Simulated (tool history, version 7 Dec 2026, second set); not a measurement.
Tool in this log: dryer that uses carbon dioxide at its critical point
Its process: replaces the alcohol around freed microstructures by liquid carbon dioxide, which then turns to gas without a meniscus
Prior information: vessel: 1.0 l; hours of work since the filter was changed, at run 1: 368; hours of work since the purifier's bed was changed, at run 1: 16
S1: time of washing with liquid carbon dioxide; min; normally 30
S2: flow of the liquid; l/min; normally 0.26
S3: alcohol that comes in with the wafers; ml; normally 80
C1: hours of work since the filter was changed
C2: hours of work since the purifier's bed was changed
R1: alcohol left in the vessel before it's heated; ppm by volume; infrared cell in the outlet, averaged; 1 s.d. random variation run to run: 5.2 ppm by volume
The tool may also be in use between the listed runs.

run   hour  S1     S2  S3   C1   C2    R1
  1      0  30   0.26  80  368   16   178
  2    6.2  30   0.26  80  372   19   187
      12.1  -- inlet filter changed
  3   22.3  30   0.26  80    5   27    95
  4   29.3  34   0.26  80    9   31    48
  5   41.6  30   0.26  80   15   37    92
  6   54.1  30   0.26  80   22   43   103
  7   67.3  30   0.26  80   29   50    98
  8   79.1  30   0.26  80   35   56   101
  9   89.4  30   0.26  80   40   62   101
 10  102.6  30   0.26  89   47   68   119
 11  109.8  30   0.26  80   51   72   111
 12    117  30   0.26  80   54   76   111
 13  128.2  30   0.26  80   60   82   108
 14  138.6  30  0.284  80   65   87    78
 15  150.8  30   0.26  80   72   93   112
 16  161.9  24  0.344  80   77   99    93
 17  169.6  41  0.207  62   81  103    54
 18  182.3  40  0.172  74   88  110   207
 19  194.3  31  0.386  82   94  116    34
 20  204.7  31  0.386  82  100  121    38
 21  214.3  30  0.224  37  105  126   142
 22  221.8  19  0.251  38  108  130   679
 23  231.3  19  0.251  38  113  135   683
 24    246  19  0.251  38  121  143   698
 25  260.1  19  0.225  46  128  150  1218
 26  272.5  20  0.202  37  135  156  1195
 27  283.7  30  0.233  78  140  162   241
 28  297.5  30   0.26  81  148  169   152
 29  308.7  30   0.26  47  153  175   103
 30  314.9  30   0.26  39  157  178    95

Some steps in R1, run to run, broken into two amounts with sign: the step expected even without the hidden condition (settings, incoming material, random variation), and the rest, left for the hidden condition together with whatever gauge scatter is not in both the measured and the hidden-condition-free result:
Hidden state at play: flow that reaches the vessel past the clogged filter, %; alcohol in the recycled carbon dioxide, ppm; drift of the gauge itself on alcohol_ppm, %.
Run 2 -> 3: inlet filter changed. R1 -92 ppm by volume: hidden state -96, all else +4.
Run 21 -> 22: S1 30 -> 19, S2 0.224 -> 0.251, S3 37 -> 38. R1 +537 ppm by volume: hidden state +66, all else +471.
Run 24 -> 25: S2 0.251 -> 0.225, S3 38 -> 46. R1 +520 ppm by volume: hidden state +68, all else +452.
Run 26 -> 27: S1 20 -> 30, S2 0.202 -> 0.233, S3 37 -> 78. R1 -954 ppm by volume: hidden state -110, all else -844.
